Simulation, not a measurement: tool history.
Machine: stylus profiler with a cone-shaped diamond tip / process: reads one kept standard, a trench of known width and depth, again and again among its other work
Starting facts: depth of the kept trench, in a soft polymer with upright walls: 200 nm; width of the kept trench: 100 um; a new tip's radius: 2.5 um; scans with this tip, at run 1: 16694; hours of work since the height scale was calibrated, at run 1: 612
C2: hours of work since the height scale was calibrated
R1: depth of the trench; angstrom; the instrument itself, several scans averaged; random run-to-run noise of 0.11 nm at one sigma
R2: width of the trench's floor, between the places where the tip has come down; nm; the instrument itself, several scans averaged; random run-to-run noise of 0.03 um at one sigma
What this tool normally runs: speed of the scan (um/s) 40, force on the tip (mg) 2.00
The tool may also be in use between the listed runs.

Run 1, hour 0.0: usual settings; scans with this tip 16694; C2 612. Result: R1 2028.3 angstrom, R2 97150 nm.
Run 2, hour 75.7: usual settings; scans with this tip 16972; C2 652. Result: R1 2028.6 angstrom, R2 97140 nm.
Run 3, hour 175.7: usual settings but speed of the scan (um/s) 104; scans with this tip 17340; C2 704. Result: R1 2029.3 angstrom, R2 96970 nm.
Run 4, hour 283.6: usual settings but speed of the scan (um/s) 17; scans with this tip 17736; C2 760. Result: R1 2031.0 angstrom, R2 97210 nm.
Run 5, hour 379.5: usual settings but speed of the scan (um/s) 17; scans with this tip 18089; C2 810. Result: R1 2031.2 angstrom, R2 97170 nm.
Run 6, hour 463.7: usual settings but force on the tip (mg) 3.72; scans with this tip 18398; C2 854. Result: R1 2045.7 angstrom, R2 97100 nm.
Run 7, hour 536.2: usual settings but force on the tip (mg) 3.72; scans with this tip 18664; C2 891. Result: R1 2044.1 angstrom, R2 97150 nm.
Run 8, hour 637.1: usual settings but speed of the scan (um/s) 45; scans with this tip 19035; C2 944. Result: R1 2030.9 angstrom, R2 97070 nm.
Run 9, hour 687.2: usual settings; scans with this tip 19220; C2 970. Result: R1 2033.6 angstrom, R2 97040 nm.
Run 10, hour 783.2: usual settings but speed of the scan (um/s) 26; scans with this tip 19572; C2 1020. Result: R1 2034.4 angstrom, R2 97080 nm.
Run 11, hour 862.8: usual settings but force on the tip (mg) 0.72; scans with this tip 19865; C2 1062. Result: R1 2020.8 angstrom, R2 97010 nm.
Run 12, hour 926.0: usual settings but force on the tip (mg) 0.72; scans with this tip 20097; C2 1095. Result: R1 2021.8 angstrom, R2 96930 nm.
Run 13, hour 1042.7: usual settings but force on the tip (mg) 0.72; scans with this tip 20526; C2 1155. Result: R1 2022.8 angstrom, R2 96990 nm.
Run 14, hour 1105.3: usual settings but force on the tip (mg) 0.72; scans with this tip 20756; C2 1188. Result: R1 2022.3 angstrom, R2 96900 nm.
Run 15, hour 1183.2: usual settings but force on the tip (mg) 0.72; scans with this tip 21042; C2 1228. Result: R1 2024.1 angstrom, R2 96960 nm.
Run 16, hour 1238.8: usual settings but force on the tip (mg) 0.72; scans with this tip 21246; C2 1257. Result: R1 2023.7 angstrom, R2 96900 nm.
Run 17, hour 1291.7: usual settings but force on the tip (mg) 2.20; scans with this tip 21441; C2 1285. Result: R1 2037.8 angstrom, R2 97000 nm.
Run 18, hour 1382.3: usual settings; scans with this tip 21774; C2 1332. Result: R1 2036.3 angstrom, R2 96940 nm.
Run 19, hour 1464.7: usual settings; scans with this tip 22077; C2 1375. Result: R1 2038.6 angstrom, R2 96960 nm.
Run 20, hour 1532.4: usual settings; scans with this tip 22325; C2 1410. Result: R1 2037.1 angstrom, R2 96980 nm.
Run 21, hour 1580.0: usual settings; scans with this tip 22500; C2 1435. Result: R1 2037.8 angstrom, R2 96920 nm.
Run 22, hour 1634.9: usual settings; scans with this tip 22702; C2 1464. Result: R1 2036.7 angstrom, R2 96950 nm.
Run 23, hour 1701.2: usual settings but speed of the scan (um/s) 69; scans with this tip 22946; C2 1498. Result: R1 2037.7 angstrom, R2 96920 nm.
Run 24, hour 1773.8: usual settings but speed of the scan (um/s) 13, force on the tip (mg) 0.72; scans with this tip 23212; C2 1536. Result: R1 2026.4 angstrom, R2 96980 nm.
Run 25, hour 1864.8: usual settings but speed of the scan (um/s) 13, force on the tip (mg) 1.62; scans with this tip 23547; C2 1583. Result: R1 2035.1 angstrom, R2 97030 nm.
Run 26, hour 1940.0: usual settings but speed of the scan (um/s) 19, force on the tip (mg) 1.06; scans with this tip 23823; C2 1623. Result: R1 2029.7 angstrom, R2 96940 nm.
Run 27, hour 2041.6: usual settings but speed of the scan (um/s) 75, force on the tip (mg) 1.47; scans with this tip 24196; C2 1675. Result: R1 2034.1 angstrom, R2 96800 nm.
At hour 2096.3: height scale calibrated on a step standard.
Run 28, hour 2105.0: usual settings but speed of the scan (um/s) 11, force on the tip (mg) 1.47; scans with this tip 24427; C2 5. Result: R1 2020.5 angstrom, R2 96960 nm.
Run 29, hour 2206.7: usual settings but speed of the scan (um/s) 21, force on the tip (mg) 1.47; scans with this tip 24801; C2 58. Result: R1 2020.5 angstrom, R2 96930 nm.
Run 30, hour 2317.1: usual settings but speed of the scan (um/s) 73, force on the tip (mg) 5.06; scans with this tip 25207; C2 115. Result: R1 2045.4 angstrom, R2 96870 nm.
Run 31, hour 2373.8: usual settings but speed of the scan (um/s) 14, force on the tip (mg) 1.74; scans with this tip 25415; C2 145. Result: R1 2021.5 angstrom, R2 96960 nm.
Run 32, hour 2432.0: usual settings but speed of the scan (um/s) 14, force on the tip (mg) 1.74; scans with this tip 25629; C2 175. Result: R1 2023.4 angstrom, R2 96930 nm.
Run 33, hour 2496.7: usual settings but speed of the scan (um/s) 14, force on the tip (mg) 1.74; scans with this tip 25867; C2 209. Result: R1 2023.9 angstrom, R2 96850 nm.
Run 34, hour 2555.8: usual settings but speed of the scan (um/s) 14, force on the tip (mg) 1.74; scans with this tip 26084; C2 239. Result: R1 2024.4 angstrom, R2 96910 nm.
Run 35, hour 2668.7: usual settings but speed of the scan (um/s) 30, force on the tip (mg) 2.08; scans with this tip 26499; C2 298. Result: R1 2028.4 angstrom, R2 96820 nm.
Run 36, hour 2782.4: usual settings but speed of the scan (um/s) 30, force on the tip (mg) 2.08; scans with this tip 26917; C2 357. Result: R1 2028.4 angstrom, R2 96870 nm.
Run 37, hour 2895.9: usual settings but speed of the scan (um/s) 19, force on the tip (mg) 0.95; scans with this tip 27334; C2 416. Result: R1 2019.4 angstrom, R2 96840 nm.
Run 38, hour 2964.0: usual settings but speed of the scan (um/s) 45; scans with this tip 27584; C2 452. Result: R1 2029.5 angstrom, R2 96770 nm.
Run 39, hour 3080.3: usual settings but speed of the scan (um/s) 45, force on the tip (mg) 1.41; scans with this tip 28011; C2 512. Result: R1 2023.5 angstrom, R2 96740 nm.
Run 40, hour 3129.2: usual settings but speed of the scan (um/s) 45, force on the tip (mg) 1.41; scans with this tip 28191; C2 538. Result: R1 2023.7 angstrom, R2 96740 nm.
Run 41, hour 3205.0: usual settings but speed of the scan (um/s) 45, force on the tip (mg) 1.41; scans with this tip 28470; C2 577. Result: R1 2025.1 angstrom, R2 96710 nm.
Run 42, hour 3301.5: usual settings but speed of the scan (um/s) 28, force on the tip (mg) 1.16; scans with this tip 28824; C2 628. Result: R1 2023.3 angstrom, R2 96820 nm.
Run 43, hour 3377.4: usual settings but speed of the scan (um/s) 46; scans with this tip 29103; C2 667. Result: R1 2030.3 angstrom, R2 96680 nm.
Run 44, hour 3432.4: usual settings but speed of the scan (um/s) 134, force on the tip (mg) 3.98; scans with this tip 29305; C2 696. Result: R1 2045.7 angstrom, R2 96550 nm.
Run 45, hour 3540.0: usual settings but speed of the scan (um/s) 160, force on the tip (mg) 2.78; scans with this tip 29701; C2 752. Result: R1 2035.4 angstrom, R2 96480 nm.
Run 46, hour 3592.7: usual settings but speed of the scan (um/s) 100, force on the tip (mg) 2.78; scans with this tip 29895; C2 779. Result: R1 2038.6 angstrom, R2 96560 nm.

Branching from run 46: 4 alternative next runs. What would each branch give?
Run A, hour 3698.5: usual settings but speed of the scan (um/s) 97, force on the tip (mg) 0.68; scans with this tip 30283; C2 834. Result: R1 ?, R2 ?.
Run B, hour 3698.5: usual settings but speed of the scan (um/s) 45, force on the tip (mg) 3.29; scans with this tip 30283; C2 834. Result: R1 ?, R2 ?.
Run C, hour 3698.5: usual settings but speed of the scan (um/s) 31, force on the tip (mg) 1.21; scans with this tip 30283; C2 834. Result: R1 ?, R2 ?.
Run D, hour 3698.5: usual settings but speed of the scan (um/s) 63, force on the tip (mg) 2.78; scans with this tip 30283; C2 834. Result: R1 ?, R2 ?.

run      R1     R2
  A  2020.1  96380
  B  2041.1  96710
  C  2025.2  96670
  D  2037.3  96660
What these runs would have given with no unlogged condition in the tool:
run      R1     R2
  A  2011.5  97630
  B  2032.4  97960
  C  2016.7  97920
  D  2028.6  97910

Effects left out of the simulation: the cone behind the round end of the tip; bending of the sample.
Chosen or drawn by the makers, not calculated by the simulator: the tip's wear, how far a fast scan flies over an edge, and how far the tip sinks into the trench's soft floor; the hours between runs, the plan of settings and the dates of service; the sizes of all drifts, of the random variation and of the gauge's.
